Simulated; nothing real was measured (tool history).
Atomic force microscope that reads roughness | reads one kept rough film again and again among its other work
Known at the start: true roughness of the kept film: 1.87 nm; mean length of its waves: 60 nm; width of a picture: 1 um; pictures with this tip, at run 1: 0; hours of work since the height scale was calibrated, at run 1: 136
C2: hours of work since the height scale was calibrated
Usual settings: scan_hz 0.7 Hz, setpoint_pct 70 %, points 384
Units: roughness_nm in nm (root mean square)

Run 1, hour 0: usual settings; pictures with this tip 0; C2 136. Result: roughness_nm 1.805 nm (root mean square).
Run 2, hour 38.5: usual settings but setpoint_pct 57 %; pictures with this tip 75; C2 160. Result: roughness_nm 1.807 nm (root mean square).
Run 3, hour 121.1: usual settings but setpoint_pct 57 %; pictures with this tip 235; C2 212. Result: roughness_nm 1.791 nm (root mean square).
Run 4, hour 197.7: usual settings but setpoint_pct 57 %; pictures with this tip 384; C2 260. Result: roughness_nm 1.799 nm (root mean square).
At hour 206.1: new tip fitted.
Run 5, hour 259.2: usual settings but points 587; pictures with this tip 103; C2 298. Result: roughness_nm 1.796 nm (root mean square).
Run 6, hour 317.9: usual settings but setpoint_pct 65 %; pictures with this tip 218; C2 335. Result: roughness_nm 1.788 nm (root mean square).
Run 7, hour 356.1: usual settings but setpoint_pct 65 %; pictures with this tip 292; C2 358. Result: roughness_nm 1.788 nm (root mean square).
Run 8, hour 401.1: usual settings but setpoint_pct 65 %, points 448; pictures with this tip 379; C2 387. Result: roughness_nm 1.776 nm (root mean square).
At hour 414.4: new tip fitted.
Run 9, hour 441: usual settings but setpoint_pct 65 %, points 448; pictures with this tip 52; C2 411. Result: roughness_nm 1.802 nm (root mean square).
Run 10, hour 476: usual settings but setpoint_pct 65 %, points 448; pictures with this tip 120; C2 433. Result: roughness_nm 1.798 nm (root mean square).
Run 11, hour 517.4: usual settings; pictures with this tip 200; C2 459. Result: roughness_nm 1.777 nm (root mean square).
Run 12, hour 573.2: usual settings; pictures with this tip 308; C2 494. Result: roughness_nm 1.778 nm (root mean square).
At hour 625.3: new tip fitted.
Run 13, hour 638.6: usual settings; pictures with this tip 26; C2 534. Result: roughness_nm 1.784 nm (root mean square).
Run 14, hour 673.7: usual settings; pictures with this tip 94; C2 556. Result: roughness_nm 1.791 nm (root mean square).
At hour 682.1: height scale calibrated on a step standard.
Run 15, hour 722.7: usual settings; pictures with this tip 187; C2 25. Result: roughness_nm 1.784 nm (root mean square).
Run 16, hour 787.6: usual settings; pictures with this tip 313; C2 66. Result: roughness_nm 1.77 nm (root mean square).
At hour 834: new tip fitted.
Run 17, hour 834: usual settings; pictures with this tip 0; C2 95. Result: roughness_nm 1.793 nm (root mean square).
At hour 855.1: height scale calibrated on a step standard, once more.
Run 18, hour 884.3: usual settings; pictures with this tip 96; C2 18. Result: roughness_nm 1.799 nm (root mean square).
Run 19, hour 933: usual settings; pictures with this tip 191; C2 49. Result: roughness_nm 1.786 nm (root mean square).
Run 20, hour 987.5: usual settings; pictures with this tip 296; C2 83. Result: roughness_nm 1.792 nm (root mean square).
At hour 1043.7: new tip fitted.
Run 21, hour 1071.4: usual settings but points 260; pictures with this tip 53; C2 135. Result: roughness_nm 1.8 nm (root mean square).
Run 22, hour 1143.7: usual settings but points 260; pictures with this tip 194; C2 180. Result: roughness_nm 1.789 nm (root mean square).
Run 23, hour 1201.6: usual settings but points 377; pictures with this tip 306; C2 216. Result: roughness_nm 1.783 nm (root mean square).
At hour 1249.4: new tip fitted.
Run 24, hour 1275: usual settings but points 377; pictures with this tip 50; C2 262. Result: roughness_nm 1.784 nm (root mean square).
Run 25, hour 1331.3: usual settings but scan_hz 2.655 Hz, setpoint_pct 60 %, points 779; pictures with this tip 159; C2 297. Result: roughness_nm 1.756 nm (root mean square).
Run 26, hour 1366.8: usual settings but scan_hz 1.195 Hz, setpoint_pct 62 %, points 496; pictures with this tip 228; C2 319. Result: roughness_nm 1.788 nm (root mean square).
Run 27, hour 1446.9: usual settings but scan_hz 1.195 Hz, setpoint_pct 62 %, points 496; pictures with this tip 384; C2 369. Result: roughness_nm 1.762 nm (root mean square).
At hour 1457.1: new tip fitted.
Run 28, hour 1507: usual settings but scan_hz 1.574 Hz, setpoint_pct 71 %, points 396; pictures with this tip 96; C2 406. Result: roughness_nm 1.747 nm (root mean square).
Run 29, hour 1576.3: usual settings but scan_hz 0.551 Hz, setpoint_pct 76 %, points 438; pictures with this tip 231; C2 450. Result: roughness_nm 1.77 nm (root mean square).
Run 30, hour 1638: usual settings but scan_hz 0.551 Hz, setpoint_pct 76 %, points 438; pictures with this tip 351; C2 488. Result: roughness_nm 1.766 nm (root mean square).
At hour 1663.8: new tip fitted.
Run 31, hour 1674.7: usual settings but scan_hz 0.551 Hz, setpoint_pct 76 %, points 552; pictures with this tip 21; C2 511. Result: roughness_nm 1.802 nm (root mean square).
Run 32, hour 1749.8: usual settings but scan_hz 1.483 Hz, setpoint_pct 71 %, points 454; pictures with this tip 167; C2 558. Result: roughness_nm 1.752 nm (root mean square).
Run 33, hour 1814.9: usual settings but scan_hz 1.483 Hz, setpoint_pct 71 %, points 454; pictures with this tip 294; C2 599. Result: roughness_nm 1.75 nm (root mean square).
At hour 1869.4: new tip fitted.
Run 34, hour 1869.4: usual settings but scan_hz 2.511 Hz, setpoint_pct 67 %, points 796; pictures with this tip 0; C2 632. Result: roughness_nm 1.751 nm (root mean square).
Run 35, hour 1918.4: usual settings but scan_hz 2.511 Hz, setpoint_pct 67 %, points 493; pictures with this tip 95; C2 663. Result: roughness_nm 1.726 nm (root mean square).
Run 36, hour 1976.4: usual settings but scan_hz 2.183 Hz, setpoint_pct 83 %, points 493; pictures with this tip 207; C2 699. Result: roughness_nm 1.652 nm (root mean square).
Run 37, hour 2046.6: usual settings but scan_hz 2.183 Hz, setpoint_pct 83 %, points 493; pictures with this tip 344; C2 743. Result: roughness_nm 1.624 nm (root mean square).
At hour 2074.2: new tip fitted.
Run 38, hour 2095.3: usual settings but scan_hz 2.183 Hz, setpoint_pct 83 %, points 493; pictures with this tip 41; C2 773. Result: roughness_nm 1.654 nm (root mean square).
Run 39, hour 2147: usual settings but scan_hz 1.124 Hz, setpoint_pct 83 %, points 514; pictures with this tip 142; C2 806. Result: roughness_nm 1.718 nm (root mean square).
Run 40, hour 2202.7: usual settings but scan_hz 1.488 Hz, setpoint_pct 83 %, points 514; pictures with this tip 250; C2 840. Result: roughness_nm 1.689 nm (root mean square).
Run 41, hour 2237.9: usual settings but setpoint_pct 71 %; pictures with this tip 318; C2 862. Result: roughness_nm 1.768 nm (root mean square).
Run 42, hour 2275: usual settings but scan_hz 1.901 Hz, setpoint_pct 89 %; pictures with this tip 390; C2 886. Result: roughness_nm 1.613 nm (root mean square).
At hour 2281.9: new tip fitted.
Run 43, hour 2326.3: usual settings but setpoint_pct 85 %, points 350; pictures with this tip 86; C2 917. Result: roughness_nm 1.741 nm (root mean square).
Run 44, hour 2374.5: usual settings but setpoint_pct 55 %, points 350; pictures with this tip 180; C2 948. Result: roughness_nm 1.801 nm (root mean square).
Run 45, hour 2426: usual settings but setpoint_pct 55 %, points 707; pictures with this tip 280; C2 980. Result: roughness_nm 1.782 nm (root mean square).
At hour 2490.9: new tip fitted.
Run 46, hour 2505.9: usual settings but scan_hz 2.429 Hz, setpoint_pct 55 %, points 707; pictures with this tip 29; C2 1029. Result: roughness_nm 1.792 nm (root mean square).
Run 47, hour 2542.4: usual settings but scan_hz 2.429 Hz, setpoint_pct 55 %, points 707; pictures with this tip 100; C2 1052. Result: roughness_nm 1.768 nm (root mean square).

The same runs without the tool's hidden state, with the same run-to-run variation:
The hidden state here: radius of the tip, nm; height scale over the true one, %; drift of the gauge itself on roughness_nm, %.
run  roughness_nm
  1         1.809
  2          1.82
  3         1.822
  4         1.847
  5         1.813
  6         1.818
  7         1.826
  8         1.823
  9         1.817
 10          1.82
 11         1.808
 12         1.821
 13         1.799
 14         1.812
 15         1.819
 16         1.819
 17         1.809
 18         1.812
 19         1.809
 20         1.827
 21         1.809
 22         1.814
 23          1.82
 24         1.797
 25         1.781
 26         1.821
 27         1.812
 28         1.765
 29         1.805
 30         1.813
 31         1.815
 32          1.78
 33         1.793
 34         1.764
 35         1.749
 36         1.685
 37          1.67
 38         1.675
 39          1.75
 40         1.733
 41          1.82
 42         1.668
 43         1.769
 44          1.84
 45         1.832
 46         1.816
 47         1.801

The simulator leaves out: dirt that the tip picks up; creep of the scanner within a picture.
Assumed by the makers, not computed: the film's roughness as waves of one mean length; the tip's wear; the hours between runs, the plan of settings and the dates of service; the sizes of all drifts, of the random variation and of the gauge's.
